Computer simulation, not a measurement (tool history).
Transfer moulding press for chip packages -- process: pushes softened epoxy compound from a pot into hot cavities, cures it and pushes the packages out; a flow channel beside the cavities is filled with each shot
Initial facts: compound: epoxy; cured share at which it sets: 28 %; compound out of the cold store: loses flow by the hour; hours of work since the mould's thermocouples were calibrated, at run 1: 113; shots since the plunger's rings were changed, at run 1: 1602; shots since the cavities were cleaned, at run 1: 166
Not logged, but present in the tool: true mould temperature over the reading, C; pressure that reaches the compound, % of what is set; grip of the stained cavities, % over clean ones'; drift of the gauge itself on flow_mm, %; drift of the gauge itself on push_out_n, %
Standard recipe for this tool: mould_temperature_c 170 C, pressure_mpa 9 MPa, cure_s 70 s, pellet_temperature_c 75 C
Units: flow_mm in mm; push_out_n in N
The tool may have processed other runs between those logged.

run	day	mould_temperature_c	pressure_mpa	cure_s	pellet_temperature_c	hours of work since the mould's thermocouples were calibrated	shots since the plunger's rings were changed	shots since the cavities were cleaned	incoming compound's hours out of the cold store	flow_mm	push_out_n
1	0	170	9	70	75	113	1602	166	20.2	675	629
2	0.525	170	9	70	75	119	1745	309	10.5	704	708
3	1.146	170	9	70	75	126	1915	479	44.4	595	715
# day 1.567: cavities cleaned with cleaning compound and waxed
4	1.704	170	9	70	75	131	2050	38	11.4	701	603
5	2.242	167	9	70	75	137	2196	184	20.1	678	800
6	2.692	170	9	70	75	142	2319	307	17.6	677	675
7	3.383	170	9	86	75	150	2507	495	16	681	590
# day 3.788: cavities cleaned with cleaning compound and waxed
8	4.15	170	9	86	75	158	2700	99	23.8	651	494
# day 4.292: mould's thermocouples calibrated
9	4.742	170	9	70	75	5	2839	238	11.5	693	680
10	5.183	170	9	70	75	10	2959	358	42.2	595	690
# day 5.8: plunger's sealing rings changed
11	5.992	170	8.71	70	75	18	52	550	41.8	607	725
# day 6.171: cavities cleaned with cleaning compound and waxed
12	6.708	170	8.71	70	75	25	230	146	45.1	596	608
# day 6.9: mould's thermocouples calibrated, once more
13	7.146	170	8.71	70	75	3	327	243	20.9	673	660
14	7.725	170	8.71	70	75	9	485	401	32.6	630	692
15	8.167	170	9.16	86	75	14	605	521	13.8	711	605
# day 8.454: cavities cleaned with cleaning compound and waxed
16	8.621	176	7.58	58	83	19	712	46	17.2	619	571
17	9.242	176	7.58	58	83	26	881	215	17.6	616	645
18	9.633	173	7.58	103	83	30	988	322	31.9	583	539
19	10.083	170	9	70	70	35	1110	444	20.4	678	746
20	10.417	170	10.03	70	75	39	1201	535	43.2	639	736
# day 10.654: cavities cleaned with cleaning compound and waxed
21	11.096	164	10.49	66	81	46	1370	121	47.2	658	974
22	11.488	164	10.49	66	81	50	1477	228	32.8	706	1123
23	12.154	170	9.76	70	73	57	1659	410	20.6	702	726
# day 12.821: cavities cleaned with cleaning compound and waxed
24	12.829	170	9	96	75	64	1825	1	27.4	651	465
25	13.325	165	7.06	96	65	70	1960	136	45.5	537	542
26	13.971	165	7.06	96	65	77	2137	313	43.9	541	593
27	14.675	165	7.06	96	71	85	2329	505	24.3	596	625

4 options for the next run, each taken on its own from the tool as it stands now. Forecast them:
# day 15.017: cavities cleaned with cleaning compound and waxed
A	15.062	170	9	70	78	89	2417	12	31.2	?	?
# day 15.017: cavities cleaned with cleaning compound and waxed
B	15.062	170	7.96	70	79	89	2417	12	24.1	?	?
# day 15.017: cavities cleaned with cleaning compound and waxed
C	15.062	172	9	54	75	89	2417	12	41.9	?	?
# day 15.017: cavities cleaned with cleaning compound and waxed
D	15.062	165	7.06	96	66	89	2417	12	22	?	?

run	flow_mm	push_out_n
A	635	565
B	618	554
C	598	817
D	602	495
Had the tool no hidden state, the same runs would have come out as:
run	flow_mm	push_out_n
A	652	553
B	635	542
C	614	799
D	619	485
